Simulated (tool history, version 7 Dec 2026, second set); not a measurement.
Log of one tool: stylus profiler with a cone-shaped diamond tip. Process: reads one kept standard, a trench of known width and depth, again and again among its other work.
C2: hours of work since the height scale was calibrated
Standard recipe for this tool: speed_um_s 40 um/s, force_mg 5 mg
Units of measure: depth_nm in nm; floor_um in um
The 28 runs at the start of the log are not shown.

run 29 hour=350.1 | speed_um_s=12 force_mg=10.98 | scans_with_this_tip=2334 C2=313 | depth_nm=207.23 floor_um=28.18
run 30 hour=358.7 | speed_um_s=12 force_mg=10.98 | scans_with_this_tip=2369 C2=318 | depth_nm=207.16 floor_um=28.29
run 31 hour=375.1 | speed_um_s=59 force_mg=14.58 | scans_with_this_tip=2436 C2=327 | depth_nm=208.68 floor_um=28.19
run 32 hour=382.1 | speed_um_s=23 force_mg=2.02 | scans_with_this_tip=2465 C2=330 | depth_nm=202.31 floor_um=28.16
run 33 hour=394.8 | speed_um_s=149 force_mg=2.19 | scans_with_this_tip=2517 C2=337 | depth_nm=202.46 floor_um=27.75
run 34 hour=401.8 | speed_um_s=97 force_mg=5 | scans_with_this_tip=2546 C2=341 | depth_nm=204.22 floor_um=28.04
run 35 hour=416.3 | speed_um_s=55 force_mg=4.06 | scans_with_this_tip=2605 C2=349 | depth_nm=203.72 floor_um=28.07
run 36 hour=429.4 | speed_um_s=55 force_mg=4.06 | scans_with_this_tip=2659 C2=356 | depth_nm=203.63 floor_um=28.1
run 37 hour=444.8 | speed_um_s=67 force_mg=3.68 | scans_with_this_tip=2722 C2=365 | depth_nm=203.43 floor_um=28.06
run 38 hour=455 | speed_um_s=10 force_mg=14.9 | scans_with_this_tip=2764 C2=371 | depth_nm=208.8 floor_um=28.27
run 39 hour=471 | speed_um_s=10 force_mg=14.9 | scans_with_this_tip=2830 C2=379 | depth_nm=208.84 floor_um=28.3
run 40 hour=483.2 | speed_um_s=84 force_mg=4.13 | scans_with_this_tip=2880 C2=386 | depth_nm=203.7 floor_um=28.05
run 41 hour=498.7 | speed_um_s=13 force_mg=2.5 | scans_with_this_tip=2943 C2=395 | depth_nm=202.71 floor_um=28.15
run 42 hour=510.7 | speed_um_s=117 force_mg=10.26 | scans_with_this_tip=2993 C2=401 | depth_nm=206.94 floor_um=28.08
run 43 hour=519.3 | speed_um_s=111 force_mg=2.27 | scans_with_this_tip=3028 C2=406 | depth_nm=202.47 floor_um=27.88
run 44 hour=534.8 | speed_um_s=21 force_mg=2.58 | scans_with_this_tip=3092 C2=414 | depth_nm=202.72 floor_um=28.16
run 45 hour=543.8 | speed_um_s=29 force_mg=6.32 | scans_with_this_tip=3129 C2=419 | depth_nm=204.98 floor_um=28.24
run 46 hour=558.9 | speed_um_s=98 force_mg=2.35 | scans_with_this_tip=3190 C2=428 | depth_nm=202.6 floor_um=27.98
run 47 hour=566.4 | speed_um_s=34 force_mg=4.41 | scans_with_this_tip=3221 C2=432 | depth_nm=203.92 floor_um=28.14

3 options for the next run, each taken on its own from the tool as it stands now. Forecast them:
run A hour=579.7 | speed_um_s=72 force_mg=9.55 | scans_with_this_tip=3276 C2=439 | depth_nm=? floor_um=?
run B hour=579.7 | speed_um_s=51 force_mg=4.27 | scans_with_this_tip=3276 C2=439 | depth_nm=? floor_um=?
run C hour=579.7 | speed_um_s=25 force_mg=2.22 | scans_with_this_tip=3276 C2=439 | depth_nm=? floor_um=?

run=A depth_nm=206.51 floor_um=28.08
run=B depth_nm=203.81 floor_um=28.14
run=C depth_nm=202.45 floor_um=28.2
Without the tool's unlogged condition, the same runs would have read:
run=A depth_nm=206.51 floor_um=28.08
run=B depth_nm=203.81 floor_um=28.14
run=C depth_nm=202.45 floor_um=28.21
